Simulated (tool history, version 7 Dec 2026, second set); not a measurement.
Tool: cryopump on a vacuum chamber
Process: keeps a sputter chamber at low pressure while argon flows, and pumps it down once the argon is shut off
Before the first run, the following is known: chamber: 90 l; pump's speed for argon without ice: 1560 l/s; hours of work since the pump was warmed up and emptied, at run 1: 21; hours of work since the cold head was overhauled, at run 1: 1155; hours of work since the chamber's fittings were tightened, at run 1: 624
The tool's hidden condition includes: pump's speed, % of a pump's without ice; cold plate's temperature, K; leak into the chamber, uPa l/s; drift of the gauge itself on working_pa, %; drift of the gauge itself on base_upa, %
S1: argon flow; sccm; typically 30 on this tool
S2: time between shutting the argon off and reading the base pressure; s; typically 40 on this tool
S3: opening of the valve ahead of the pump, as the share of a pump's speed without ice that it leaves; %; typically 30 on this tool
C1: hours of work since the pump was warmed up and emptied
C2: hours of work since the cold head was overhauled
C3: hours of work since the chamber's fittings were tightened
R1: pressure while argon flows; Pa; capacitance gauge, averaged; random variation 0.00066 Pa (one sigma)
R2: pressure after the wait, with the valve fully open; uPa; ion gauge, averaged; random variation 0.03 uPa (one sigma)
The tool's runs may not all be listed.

run	hour	S1	S2	S3	C1	C2	C3	R1	R2
1	0.0	30	40	30	21	1155	624	0.1083	1.93
2	45.7	30	40	30	56	1190	658	0.1100	1.94
3	100.0	30	40	30	97	1231	699	0.1112	1.92
4	155.2	30	40	30	139	1273	741	0.1103	1.99
5	196.0	30	40	30	170	1303	772	0.1099	2.06
6	255.2	30	40	30	214	1348	817	0.1102	2.03
7	313.7	30	40	30	259	1393	861	0.1110	2.06
8	355.4	30	40	30	290	1424	893	0.1121	2.10
9	407.3	30	40	30	330	1463	932	0.1109	2.15
10	440.8	30	40	30	355	1489	958	0.1122	2.13
11	471.9	30	110	30	379	1512	981	0.1118	1.37
12	528.8	30	110	30	422	1555	1024	0.1130	1.37
13	587.5	30	110	30	466	1600	1069	0.1148	1.52
14	640.5	30	40	20	506	1640	1109	0.1677	2.34
15	702.1	30	40	17	553	1687	1155	0.1975	2.41
16	760.3	30	217	17	597	1731	1199	0.1980	1.35
17	812.4	24	228	17	636	1770	1239	0.1587	1.37
18	858.5	24	228	17	671	1805	1274	0.1571	1.42
19	920.1	24	228	17	718	1852	1321	0.1583	1.47
20	969.8	14	103	53	756	1889	1358	0.0330	1.77
21	1021.4	30	85	25	795	1928	1397	0.1384	1.94
22	1072.4	30	55	25	833	1967	1436	0.1397	2.39
23	1117.1	25	208	59	867	2001	1470	0.0549	1.70
24	1180.4	30	111	25	915	2049	1518	0.1397	1.99
25	1209.4	28	111	25	937	2071	1540	0.1313	2.02
26	1263.7	28	111	25	978	2112	1581	0.1317	2.01
27	1302.1	20	217	20	1007	2141	1610	0.1167	1.82
28	1330.8	42	98	54	1029	2163	1632	0.0999	2.19
29	1360.4	30	181	18	1051	2185	1654	0.1931	1.93

Predict each of these 3 candidate next runs independently; none follows another, all start after run 29:
A	1421.9	30	181	58	1098	2232	1700	?	?
B	1421.9	47	55	51	1098	2232	1700	?	?
C	1421.9	30	146	18	1098	2232	1700	?	?

run	R1	R2
A	0.0694	2.05
B	0.1216	2.74
C	0.1939	2.09
Had the tool no hidden state, the same runs would have come out as:
run	R1	R2
A	0.0563	0.51
B	0.1008	1.18
C	0.1806	0.55
